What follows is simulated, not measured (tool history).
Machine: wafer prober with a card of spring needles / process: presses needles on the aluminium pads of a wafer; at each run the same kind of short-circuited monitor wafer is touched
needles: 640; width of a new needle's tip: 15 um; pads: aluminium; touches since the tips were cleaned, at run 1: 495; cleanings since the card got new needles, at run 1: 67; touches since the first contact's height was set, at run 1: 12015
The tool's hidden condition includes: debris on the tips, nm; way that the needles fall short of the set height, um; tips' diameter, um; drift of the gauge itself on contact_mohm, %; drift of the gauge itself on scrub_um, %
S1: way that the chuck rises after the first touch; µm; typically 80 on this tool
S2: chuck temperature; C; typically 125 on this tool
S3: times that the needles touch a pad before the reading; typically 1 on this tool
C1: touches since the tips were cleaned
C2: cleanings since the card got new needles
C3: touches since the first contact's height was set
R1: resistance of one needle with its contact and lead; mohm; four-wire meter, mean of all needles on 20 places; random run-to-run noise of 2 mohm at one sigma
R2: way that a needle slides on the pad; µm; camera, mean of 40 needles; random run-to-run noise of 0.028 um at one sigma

| run | hour | S1 | S2 | S3 | C1 | C2 | C3 | R1 | R2 |
|---|---|---|---|---|---|---|---|---|---|
| 1 | 0.0 | 80 | 125 | 1 | 495 | 67 | 12015 | 224 | 18.82 |
|  | 5.9 | tips cleaned on abrasive film |
| 2 | 11.1 | 80 | 125 | 1 | 3150 | 68 | 18606 | 247 | 18.82 |
|  | 12.5 | tips cleaned on abrasive film |
|  | 19.6 | tips cleaned on abrasive film |
| 3 | 22.2 | 78 | 125 | 1 | 1565 | 70 | 25100 | 238 | 18.31 |
|  | 26.2 | tips cleaned on abrasive film |
|  | 33.0 | tips cleaned on abrasive film |
| 4 | 34.1 | 80 | 125 | 1 | 642 | 72 | 32049 | 228 | 18.67 |
|  | 39.6 | tips cleaned on abrasive film |
| 5 | 42.5 | 85 | 125 | 1 | 1764 | 73 | 37043 | 235 | 19.83 |
|  | 46.6 | tips cleaned on abrasive film |
| 6 | 48.4 | 80 | 125 | 1 | 1037 | 74 | 40464 | 230 | 18.65 |
|  | 53.6 | tips cleaned on abrasive film |
| 7 | 56.6 | 80 | 125 | 1 | 1814 | 75 | 45342 | 238 | 18.64 |
|  | 60.6 | tips cleaned on abrasive film |
|  | 67.3 | tips cleaned on abrasive film |
| 8 | 69.1 | 80 | 125 | 1 | 1059 | 77 | 52666 | 232 | 18.61 |
|  | 74.7 | tips cleaned on abrasive film |
| 9 | 80.5 | 95 | 125 | 1 | 3470 | 78 | 59419 | 239 | 22.08 |
|  | 81.6 | tips cleaned on abrasive film |
|  | 88.5 | tips cleaned on abrasive film |
| 10 | 90.6 | 80 | 48 | 1 | 1235 | 80 | 65326 | 219 | 18.49 |
|  | 95.8 | tips cleaned on abrasive film |
| 11 | 95.8 | 80 | 48 | 1 | 0 | 81 | 68403 | 205 | 18.48 |
|  | 102.9 | tips cleaned on abrasive film |
| 12 | 104.3 | 80 | 48 | 1 | 881 | 82 | 73413 | 213 | 18.50 |
|  | 109.8 | tips cleaned on abrasive film |
| 13 | 113.1 | 80 | 48 | 1 | 1972 | 83 | 78584 | 229 | 18.45 |
|  | 116.4 | tips cleaned on abrasive film |
| 14 | 122.1 | 80 | 125 | 1 | 3443 | 84 | 83918 | 252 | 18.45 |
|  | 122.9 | tips cleaned on abrasive film |
|  | 129.1 | height of the first contact set anew |
|  | 129.9 | tips cleaned on abrasive film |
| 15 | 134.6 | 80 | 125 | 1 | 2814 | 86 | 3231 | 243 | 18.94 |
|  | 137.2 | tips cleaned on abrasive film |
|  | 144.8 | tips cleaned on abrasive film |
| 16 | 145.6 | 80 | 125 | 1 | 483 | 88 | 9691 | 226 | 18.82 |
|  | 151.5 | tips cleaned on abrasive film |
| 17 | 152.6 | 80 | 111 | 1 | 673 | 89 | 13817 | 228 | 18.85 |
| 18 | 157.7 | 80 | 111 | 1 | 3715 | 89 | 16859 | 243 | 18.81 |
|  | 158.5 | tips cleaned on abrasive film |
|  | 165.3 | tips cleaned on abrasive film |
| 19 | 167.0 | 80 | 44 | 1 | 1006 | 91 | 22280 | 211 | 18.80 |
|  | 171.8 | tips cleaned on abrasive film |
| 20 | 175.5 | 99 | 51 | 1 | 2214 | 92 | 27333 | 221 | 23.19 |
|  | 178.8 | tips cleaned on abrasive film |
|  | 185.6 | tips cleaned on abrasive film |
| 21 | 186.1 | 81 | 72 | 2 | 311 | 94 | 33531 | 213 | 18.92 |
| 22 | 191.4 | 82 | 108 | 1 | 3463 | 94 | 36683 | 249 | 19.21 |
|  | 192.2 | tips cleaned on abrasive film |
|  | 198.9 | tips cleaned on abrasive film |
| 23 | 198.9 | 85 | 83 | 2 | 0 | 96 | 41030 | 208 | 19.86 |
| 24 | 204.1 | 85 | 83 | 2 | 3114 | 96 | 44144 | 225 | 19.88 |
|  | 206.2 | tips cleaned on abrasive film |
| 25 | 211.2 | 91 | 94 | 2 | 3012 | 97 | 48320 | 225 | 21.23 |
|  | 212.9 | tips cleaned on abrasive film |
| 26 | 219.2 | 91 | 94 | 2 | 3802 | 98 | 53064 | 229 | 21.20 |
|  | 220.0 | tips cleaned on abrasive film |
|  | 226.6 | tips cleaned on abrasive film |
| 27 | 231.3 | 80 | 45 | 2 | 2768 | 100 | 60137 | 220 | 18.55 |
|  | 233.4 | tips cleaned on abrasive film |
| 28 | 236.4 | 80 | 45 | 1 | 1785 | 101 | 63138 | 227 | 18.53 |
|  | 240.0 | tips cleaned on abrasive film |
|  | 247.0 | tips cleaned on abrasive film |
| 29 | 248.1 | 69 | 31 | 1 | 651 | 103 | 70007 | 211 | 15.92 |
|  | 254.5 | tips cleaned on abrasive film |
| 30 | 256.8 | 77 | 123 | 2 | 1413 | 104 | 75150 | 231 | 17.79 |
|  | 261.7 | tips cleaned on abrasive film |
| 31 | 266.0 | 81 | 125 | 1 | 2561 | 105 | 80562 | 239 | 18.69 |
|  | 269.0 | tips cleaned on abrasive film |
| 32 | 272.1 | 98 | 57 | 2 | 1864 | 106 | 84147 | 211 | 22.71 |
|  | 276.0 | tips cleaned on abrasive film |
|  | 279.1 | height of the first contact set anew |
| 33 | 280.0 | 80 | 39 | 1 | 2193 | 107 | 539 | 229 | 18.83 |

For some of the steps in R1 from one run to the next: how much would appear even if the tool had no hidden state, given the settings, what came in and random variation, and how much remains for the hidden state plus any gauge scatter that the measured result and the result without hidden state don't share?
Run 17 -> 18: no setting changed, nothing entered. R1 +15 mohm: hidden state +21, all else -6.
Run 18 -> 19: S2 111 -> 44, tips cleaned on abrasive film, tips cleaned on abrasive film. R1 -32 mohm: hidden state -18, all else -14.
Run 21 -> 22: S1 81 -> 82, S2 72 -> 108, S3 2 -> 1. R1 +36 mohm: hidden state +28, all else +8.
Run 22 -> 23: S1 82 -> 85, S2 108 -> 83, S3 1 -> 2, tips cleaned on abrasive film, tips cleaned on abrasive film. R1 -41 mohm: hidden state -31, all else -10.

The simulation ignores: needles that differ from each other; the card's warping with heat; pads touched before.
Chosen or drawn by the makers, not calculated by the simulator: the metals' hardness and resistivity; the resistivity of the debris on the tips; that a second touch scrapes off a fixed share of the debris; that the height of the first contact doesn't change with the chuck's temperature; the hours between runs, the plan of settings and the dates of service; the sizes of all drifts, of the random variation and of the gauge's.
